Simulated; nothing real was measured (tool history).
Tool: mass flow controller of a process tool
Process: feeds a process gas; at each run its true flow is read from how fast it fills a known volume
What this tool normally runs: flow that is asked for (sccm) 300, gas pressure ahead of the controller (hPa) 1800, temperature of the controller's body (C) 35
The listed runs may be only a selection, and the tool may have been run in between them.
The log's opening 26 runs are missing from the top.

| run | day | flow that is asked for (sccm) | gas pressure ahead of the controller (hPa) | temperature of the controller's body (C) | true flow (%) |
|---|---|---|---|---|---|
| 27 | 386.750 | 66 | 2180 | 40 | 96.91 |
| 28 | 399.362 | 70 | 2750 | 28 | 97.65 |
| 29 | 420.204 | 170 | 2260 | 27 | 97.56 |
| 30 | 433.983 | 170 | 2260 | 27 | 97.32 |
| 31 | 454.179 | 54 | 1960 | 26 | 96.95 |
| 32 | 467.142 | 418 | 1800 | 34 | 96.66 |
| 33 | 481.596 | 214 | 2380 | 35 | 96.40 |
| 34 | 496.829 | 300 | 2660 | 35 | 96.40 |
|  | 515.921 | gauge calibrated |
| 35 | 516.308 | 151 | 1610 | 35 | 98.86 |
| 36 | 528.979 | 300 | 1930 | 33 | 99.12 |
| 37 | 538.071 | 412 | 1830 | 34 | 99.11 |
| 38 | 551.083 | 412 | 1830 | 34 | 98.81 |
| 39 | 568.654 | 412 | 1830 | 34 | 98.58 |
| 40 | 584.596 | 112 | 1800 | 36 | 98.05 |
| 41 | 602.812 | 112 | 1800 | 36 | 97.80 |
| 42 | 622.296 | 304 | 1420 | 36 | 97.77 |
| 43 | 632.317 | 108 | 2570 | 36 | 97.74 |
| 44 | 645.796 | 130 | 2570 | 36 | 97.60 |
| 45 | 663.158 | 300 | 2080 | 35 | 97.53 |
| 46 | 676.229 | 62 | 1830 | 35 | 97.10 |
| 47 | 696.138 | 62 | 1830 | 35 | 96.82 |

3 ways to go on from here, each from the tool as it stands after run 47. What would each give?
| A | 716.571 | 300 | 2500 | 21 | ? |
| B | 716.571 | 96 | 1800 | 35 | ? |
| C | 716.571 | 62 | 1830 | 38 | ? |

| run | true flow (%) |
|---|---|
| A | 97.95 |
| B | 96.65 |
| C | 96.51 |
Had the tool no hidden state, the same runs would have come out as:
| run | true flow (%) |
|---|---|
| A | 100.18 |
| B | 98.83 |
| C | 98.69 |

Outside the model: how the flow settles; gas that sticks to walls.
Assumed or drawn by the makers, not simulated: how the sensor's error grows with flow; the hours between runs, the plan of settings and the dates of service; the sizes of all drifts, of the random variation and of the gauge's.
